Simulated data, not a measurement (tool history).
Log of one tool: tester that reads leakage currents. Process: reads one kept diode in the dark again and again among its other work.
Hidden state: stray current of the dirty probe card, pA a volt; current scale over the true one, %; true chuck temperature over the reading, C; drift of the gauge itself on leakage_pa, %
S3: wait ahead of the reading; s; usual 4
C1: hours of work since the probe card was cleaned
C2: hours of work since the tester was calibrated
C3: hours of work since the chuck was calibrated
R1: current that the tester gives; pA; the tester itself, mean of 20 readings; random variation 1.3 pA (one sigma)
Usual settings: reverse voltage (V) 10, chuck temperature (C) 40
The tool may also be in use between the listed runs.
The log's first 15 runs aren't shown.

Run 16, hour 1583.6: usual settings; C1 1170; C2 1170; C3 773. Result: R1 466.85 pA.
Run 17, hour 1686.8: usual settings; C1 1221; C2 1221; C3 824. Result: R1 468.78 pA.
Run 18, hour 1778.2: usual settings; C1 1266; C2 1266; C3 870. Result: R1 472.02 pA.
Run 19, hour 1842: usual settings but reverse voltage (V) 1.3, chuck temperature (C) 33, S3 6.51 s; C1 1298; C2 1298; C3 901. Result: R1 110.86 pA.
At hour 1911.2: probe card cleaned and baked.
Run 20, hour 1975.1: usual settings but reverse voltage (V) 1.3, chuck temperature (C) 33, S3 6.51 s; C1 32; C2 1362; C3 966. Result: R1 109.79 pA.
Run 21, hour 2072.2: usual settings but reverse voltage (V) 3.9, chuck temperature (C) 38, S3 2.27 s; C1 80; C2 1411; C3 1014. Result: R1 258.96 pA.
Run 22, hour 2174.1: usual settings but reverse voltage (V) 1.1, chuck temperature (C) 47, S3 2.27 s; C1 130; C2 1461; C3 1064. Result: R1 266.46 pA.
Run 23, hour 2252.5: usual settings but reverse voltage (V) 4.9, chuck temperature (C) 26; C1 169; C2 1500; C3 1103. Result: R1 125.54 pA.
Run 24, hour 2376.4: usual settings but reverse voltage (V) 3, chuck temperature (C) 28, S3 0.51 s; C1 231; C2 1561; C3 1165. Result: R1 116.87 pA.
Run 25, hour 2494.6: usual settings but reverse voltage (V) 1.1, chuck temperature (C) 36, S3 2.86 s; C1 289; C2 1620; C3 1223. Result: R1 128.8 pA.
Run 26, hour 2632.7: usual settings but reverse voltage (V) 1.1, chuck temperature (C) 36, S3 2.86 s; C1 358; C2 1688; C3 1292. Result: R1 130.1 pA.
Run 27, hour 2757.4: usual settings but reverse voltage (V) 1.1, chuck temperature (C) 36, S3 2.86 s; C1 419; C2 1750; C3 1354. Result: R1 131.45 pA.
Run 28, hour 2824.8: usual settings but reverse voltage (V) 1.1, S3 0.37 s; C1 453; C2 1784; C3 1387. Result: R1 173.51 pA.
Run 29, hour 2923.1: usual settings but reverse voltage (V) 1.1, S3 0.37 s; C1 502; C2 1832; C3 1436. Result: R1 174.17 pA.
Run 30, hour 2999.3: usual settings but S3 2.35 s; C1 539; C2 1870; C3 1473. Result: R1 494.66 pA.
At hour 3121.4: chuck's temperature calibrated.
Run 31, hour 3135.5: usual settings but reverse voltage (V) 1.2, chuck temperature (C) 51, S3 2.35 s; C1 606; C2 1937; C3 7. Result: R1 322.07 pA.
Run 32, hour 3258.4: usual settings but chuck temperature (C) 32, S3 0.33 s; C1 667; C2 1998; C3 68. Result: R1 249.15 pA.
Run 33, hour 3380.5: usual settings but S3 0.52 s; C1 727; C2 2058; C3 128. Result: R1 430.26 pA.
Run 34, hour 3455.4: usual settings but S3 3.18 s; C1 764; C2 2095; C3 166. Result: R1 431.41 pA.

Forecast each of these 3 alternatives for the next run:
Run A, hour 3568.3: usual settings but reverse voltage (V) 3.7; C1 820; C2 2151; C3 222. Result: R1 ?.
Run B, hour 3568.3: usual settings but chuck temperature (C) 26, S3 3.18 s; C1 820; C2 2151; C3 222. Result: R1 ?.
Run C, hour 3568.3: usual settings but reverse voltage (V) 17.4, chuck temperature (C) 32; C1 820; C2 2151; C3 222. Result: R1 ?.

run      R1
  A  269.42
  B   165.4
  C  327.91
Without the tool's hidden state the same runs would have given:
run      R1
  A  264.78
  B  154.62
  C  309.26

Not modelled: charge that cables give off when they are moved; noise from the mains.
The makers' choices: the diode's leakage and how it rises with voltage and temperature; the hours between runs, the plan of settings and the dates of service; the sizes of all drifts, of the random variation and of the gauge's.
